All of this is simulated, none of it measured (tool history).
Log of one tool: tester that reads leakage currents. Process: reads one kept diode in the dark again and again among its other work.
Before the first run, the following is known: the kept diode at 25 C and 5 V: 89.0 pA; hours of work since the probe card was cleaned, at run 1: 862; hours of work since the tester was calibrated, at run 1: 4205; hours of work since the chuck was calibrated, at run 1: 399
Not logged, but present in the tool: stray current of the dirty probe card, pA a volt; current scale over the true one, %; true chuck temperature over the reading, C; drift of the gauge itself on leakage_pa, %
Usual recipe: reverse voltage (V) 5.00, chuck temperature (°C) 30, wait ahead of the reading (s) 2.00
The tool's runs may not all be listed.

run,hour,reverse voltage (V),chuck temperature (°C),wait ahead of the reading (s),hours of work since the probe card was cleaned,hours of work since the tester was calibrated,hours of work since the chuck was calibrated,current that the tester gives (pA)
1,0.0,5.00,30,2.00,862,4205,399,119.38
2,146.6,5.00,30,2.00,978,4321,515,116.87
3,239.1,8.12,30,2.00,1051,4394,588,151.00
4,404.1,8.12,30,2.00,1181,4525,719,147.52
# hour 472.3: tester calibrated
5,535.4,8.12,30,2.00,1283,50,821,149.43
6,707.4,8.12,30,2.00,1419,186,957,145.95
# hour 751.8: chuck's temperature calibrated
7,857.4,8.12,30,2.00,1536,303,83,169.94
8,1008.6,8.12,30,2.00,1655,422,203,167.59
9,1165.3,9.06,30,2.00,1779,546,327,174.20
10,1290.0,9.06,30,2.00,1878,644,425,170.95
11,1406.1,9.06,30,2.00,1969,736,517,168.39
12,1597.9,9.06,53,2.00,2121,887,668,819.11
13,1717.2,5.00,30,4.90,2215,982,762,115.33
14,1823.3,2.57,39,2.00,2299,1065,846,153.07
15,1906.6,5.00,28,2.00,2365,1131,912,96.97
# hour 2011.6: chuck's temperature calibrated
16,2084.0,5.00,23,2.00,2503,1270,57,76.81
17,2167.1,1.11,30,2.00,2569,1335,123,55.82
18,2314.4,1.77,22,1.83,2685,1452,239,38.48
19,2484.8,5.13,30,2.00,2820,1586,374,125.67
20,2679.7,15.08,33,2.00,2973,1740,528,279.32
21,2862.3,5.00,30,0.48,3118,1884,672,120.14
22,2966.5,2.01,23,0.30,3200,1967,754,42.85
23,3130.1,1.70,34,4.38,3329,2096,883,83.62
# hour 3276.7: chuck's temperature calibrated
24,3305.7,1.70,34,4.38,3466,2233,23,96.05
25,3488.0,1.67,30,0.83,3610,2377,167,69.30

Take each entry between the runs: how does the hidden state at the last listed run before it differ from the hidden state at the first listed run after it?
After run 4, before run 5: tester calibrated (hour 472.3)
  stray current of the dirty probe card, pA a volt: 0.128 -> 0.138; current scale over the true one, %: -2.87 -> -0.06; true chuck temperature over the reading, C: -1.75 -> -1.97
  measured less the result without the state, current that the tester gives (pA): -24.74 -> -22.96
After run 6, before run 7: chuck's temperature calibrated (hour 751.8)
  stray current of the dirty probe card, pA a volt: 0.149 -> 0.159; current scale over the true one, %: -0.15 -> -0.22; true chuck temperature over the reading, C: -2.27 -> -0.23
  measured less the result without the state, current that the tester gives (pA): -26.26 -> -2.15
After run 15, before run 16: chuck's temperature calibrated (hour 2011.6)
  stray current of the dirty probe card, pA a volt: 0.227 -> 0.238; current scale over the true one, %: -0.72 -> -0.81; true chuck temperature over the reading, C: -2.05 -> -0.09
  measured less the result without the state, current that the tester gives (pA): -16.06 -> -0.09
After run 23, before run 24: chuck's temperature calibrated (hour 3276.7)
  stray current of the dirty probe card, pA a volt: 0.307 -> 0.32; current scale over the true one, %: -1.34 -> -1.43; true chuck temperature over the reading, C: -1.93 -> -0.06
  measured less the result without the state, current that the tester gives (pA): -13.56 -> -1.34
